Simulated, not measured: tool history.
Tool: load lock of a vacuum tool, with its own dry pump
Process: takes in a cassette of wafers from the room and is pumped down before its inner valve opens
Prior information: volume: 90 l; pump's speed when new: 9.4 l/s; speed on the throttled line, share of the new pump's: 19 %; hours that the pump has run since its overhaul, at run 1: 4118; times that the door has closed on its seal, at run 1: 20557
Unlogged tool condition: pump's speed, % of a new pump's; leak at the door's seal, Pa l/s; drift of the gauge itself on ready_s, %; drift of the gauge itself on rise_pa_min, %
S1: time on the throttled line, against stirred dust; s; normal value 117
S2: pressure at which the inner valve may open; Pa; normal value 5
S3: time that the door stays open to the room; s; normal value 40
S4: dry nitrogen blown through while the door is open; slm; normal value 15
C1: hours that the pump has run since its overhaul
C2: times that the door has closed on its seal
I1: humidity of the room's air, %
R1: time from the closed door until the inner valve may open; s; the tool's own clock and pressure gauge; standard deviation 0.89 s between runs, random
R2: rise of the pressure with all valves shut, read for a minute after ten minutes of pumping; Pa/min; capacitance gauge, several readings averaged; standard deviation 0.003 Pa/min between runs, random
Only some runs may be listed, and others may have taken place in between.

run 1 day=0.000 | S1=117 S2=5 S3=40 S4=15 | C1=4118 C2=20557 | I1=46.3 | R1=194.8 R2=0.391
run 2 day=6.833 | S1=117 S2=5 S3=40 S4=15 | C1=4282 C2=21206 | I1=43.8 | R1=195.0 R2=0.420
run 3 day=13.204 | S1=117 S2=5 S3=40 S4=15 | C1=4435 C2=21812 | I1=44.2 | R1=195.5 R2=0.435
run 4 day=17.100 | S1=99 S2=5 S3=40 S4=15 | C1=4529 C2=22182 | I1=47.7 | R1=180.4 R2=0.443
-- day=21.975 door's seal changed, seat wiped
run 5 day=24.525 | S1=99 S2=5 S3=40 S4=31 | C1=4705 C2=242 | I1=44.0 | R1=180.3 R2=0.017
run 6 day=30.742 | S1=99 S2=5 S3=40 S4=31 | C1=4855 C2=833 | I1=44.1 | R1=182.1 R2=0.025
run 7 day=36.471 | S1=117 S2=5 S3=40 S4=15 | C1=4992 C2=1378 | I1=47.4 | R1=197.3 R2=0.035
run 8 day=41.950 | S1=117 S2=5 S3=40 S4=15 | C1=5124 C2=1899 | I1=41.7 | R1=195.6 R2=0.042
run 9 day=47.783 | S1=117 S2=5 S3=40 S4=15 | C1=5264 C2=2453 | I1=44.2 | R1=195.3 R2=0.041
run 10 day=53.271 | S1=117 S2=5 S3=40 S4=15 | C1=5395 C2=2975 | I1=46.2 | R1=196.7 R2=0.044
run 11 day=60.854 | S1=117 S2=6 S3=40 S4=15 | C1=5577 C2=3696 | I1=42.6 | R1=192.2 R2=0.052
run 12 day=67.296 | S1=117 S2=6 S3=40 S4=15 | C1=5732 C2=4308 | I1=44.3 | R1=195.6 R2=0.055
run 13 day=75.033 | S1=117 S2=6 S3=48 S4=8 | C1=5918 C2=5044 | I1=44.6 | R1=194.5 R2=0.068
run 14 day=79.621 | S1=106 S2=8 S3=170 S4=7 | C1=6028 C2=5480 | I1=40.2 | R1=182.6 R2=0.086
run 15 day=86.112 | S1=106 S2=8 S3=146 S4=7 | C1=6184 C2=6097 | I1=42.8 | R1=183.3 R2=0.095
run 16 day=92.688 | S1=80 S2=8 S3=146 S4=13 | C1=6341 C2=6722 | I1=44.6 | R1=163.3 R2=0.095
run 17 day=98.012 | S1=105 S2=9 S3=31 S4=42 | C1=6469 C2=7228 | I1=45.0 | R1=181.4 R2=0.082
run 18 day=103.800 | S1=74 S2=5 S3=31 S4=15 | C1=6608 C2=7778 | I1=45.9 | R1=164.0 R2=0.106
run 19 day=110.783 | S1=158 S2=5 S3=40 S4=21 | C1=6776 C2=8442 | I1=48.0 | R1=230.4 R2=0.112
run 20 day=117.242 | S1=117 S2=5 S3=80 S4=39 | C1=6931 C2=9056 | I1=42.1 | R1=196.7 R2=0.120

For run 21, what comes out?
run 21 day=122.683 | S1=91 S2=7 S3=139 S4=15 | C1=7061 C2=9574 | I1=46.8 | R1=? R2=?

R1: 172.9 s
R2: 0.143 Pa/min
The same run, on a tool lacking any hidden state, would have yielded R1 164.7 s, R2 0.034 Pa/min.

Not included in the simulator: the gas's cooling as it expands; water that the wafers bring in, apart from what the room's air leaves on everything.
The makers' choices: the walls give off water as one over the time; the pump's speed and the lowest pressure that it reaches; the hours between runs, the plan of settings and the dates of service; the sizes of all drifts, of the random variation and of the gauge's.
